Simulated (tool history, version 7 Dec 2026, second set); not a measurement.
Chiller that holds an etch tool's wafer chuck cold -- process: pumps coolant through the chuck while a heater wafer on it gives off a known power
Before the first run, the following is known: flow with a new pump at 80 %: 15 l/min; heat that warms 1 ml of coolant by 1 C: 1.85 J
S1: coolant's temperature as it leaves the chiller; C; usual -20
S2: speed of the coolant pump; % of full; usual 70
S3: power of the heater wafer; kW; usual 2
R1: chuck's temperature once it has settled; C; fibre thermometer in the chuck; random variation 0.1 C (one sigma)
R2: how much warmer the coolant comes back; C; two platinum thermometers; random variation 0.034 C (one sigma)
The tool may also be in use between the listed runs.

run	hour	S1	S2	S3	R1	R2
1	0	-20	70	2	-3.1	5.72
2	109.5	-20	74	2	-3.8	5.36
3	185.3	-27	70	2	-10.1	5.71
4	269	-27	70	2	-9.9	5.75
5	358.3	-27	70	2	-9.6	5.66
6	493.9	-27	70	2	-9.8	5.79
7	597.7	-27	70	2	-9.7	5.74

Predict the results of run 8:
8	682.3	-11	70	2	?	?

{"run 8": {"R1": 6.4, "R2": 5.69}}
On a tool with no hidden condition, and with the same random variation, this run would have come out at R1 2.5 C, R2 4.96 C.

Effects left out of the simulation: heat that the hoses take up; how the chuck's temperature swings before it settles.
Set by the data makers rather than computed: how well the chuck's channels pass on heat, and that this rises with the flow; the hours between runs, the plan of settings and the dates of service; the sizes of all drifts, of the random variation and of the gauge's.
